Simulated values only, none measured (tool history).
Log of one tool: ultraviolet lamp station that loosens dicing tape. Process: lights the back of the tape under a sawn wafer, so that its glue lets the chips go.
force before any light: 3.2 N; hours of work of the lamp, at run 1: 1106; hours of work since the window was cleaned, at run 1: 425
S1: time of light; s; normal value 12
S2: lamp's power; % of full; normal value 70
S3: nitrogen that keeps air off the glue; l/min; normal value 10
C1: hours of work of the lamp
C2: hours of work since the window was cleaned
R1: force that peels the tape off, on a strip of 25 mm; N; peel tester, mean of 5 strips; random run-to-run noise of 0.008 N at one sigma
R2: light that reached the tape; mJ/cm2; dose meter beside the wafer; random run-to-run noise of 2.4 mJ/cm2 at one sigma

| run | day | S1 | S2 | S3 | C1 | C2 | R1 | R2 |
|---|---|---|---|---|---|---|---|---|
| 1 | 0.000 | 12 | 70 | 10 | 1106 | 425 | 0.515 | 209 |
| 2 | 2.138 | 12 | 70 | 10 | 1134 | 453 | 0.528 | 207 |
| 3 | 4.675 | 12 | 70 | 10 | 1166 | 486 | 0.550 | 202 |
| 4 | 7.500 | 12 | 70 | 10 | 1203 | 522 | 0.564 | 199 |
| 5 | 9.696 | 12 | 70 | 10 | 1231 | 550 | 0.581 | 198 |
| 6 | 12.454 | 12 | 70 | 10 | 1267 | 586 | 0.595 | 191 |
| 7 | 15.300 | 16 | 61 | 10 | 1304 | 623 | 0.471 | 220 |
|  | 17.196 | window cleaned of glue's vapour |
| 8 | 19.129 | 20 | 83 | 9 | 1353 | 25 | 0.149 | 436 |
| 9 | 23.050 | 20 | 83 | 9 | 1403 | 76 | 0.152 | 425 |
| 10 | 25.433 | 12 | 86 | 8 | 1434 | 106 | 0.412 | 262 |
| 11 | 27.833 | 12 | 86 | 8 | 1465 | 137 | 0.391 | 258 |
| 12 | 31.508 | 18 | 83 | 4 | 1513 | 185 | 0.326 | 373 |

For each run, the measured value with the value that run would have given without the tool's hidden condition subtracted. The run-to-run variation is shared by both, the gauge scatter possibly not:
Hidden state at play: lamp's light, % of a new lamp's; light that the window lets through, % of a clean one's; drift of the gauge itself on peel_n, %; drift of the gauge itself on dose_mj_cm2, %.
| run | R1 | R2 |
|---|---|---|
| 1 | +0.201 | -67 |
| 2 | +0.213 | -70 |
| 3 | +0.229 | -72 |
| 4 | +0.246 | -76 |
| 5 | +0.258 | -80 |
| 6 | +0.268 | -81 |
| 7 | +0.229 | -99 |
| 8 | +0.032 | -104 |
| 9 | +0.038 | -112 |
| 10 | +0.145 | -74 |
| 11 | +0.150 | -77 |
| 12 | +0.136 | -121 |
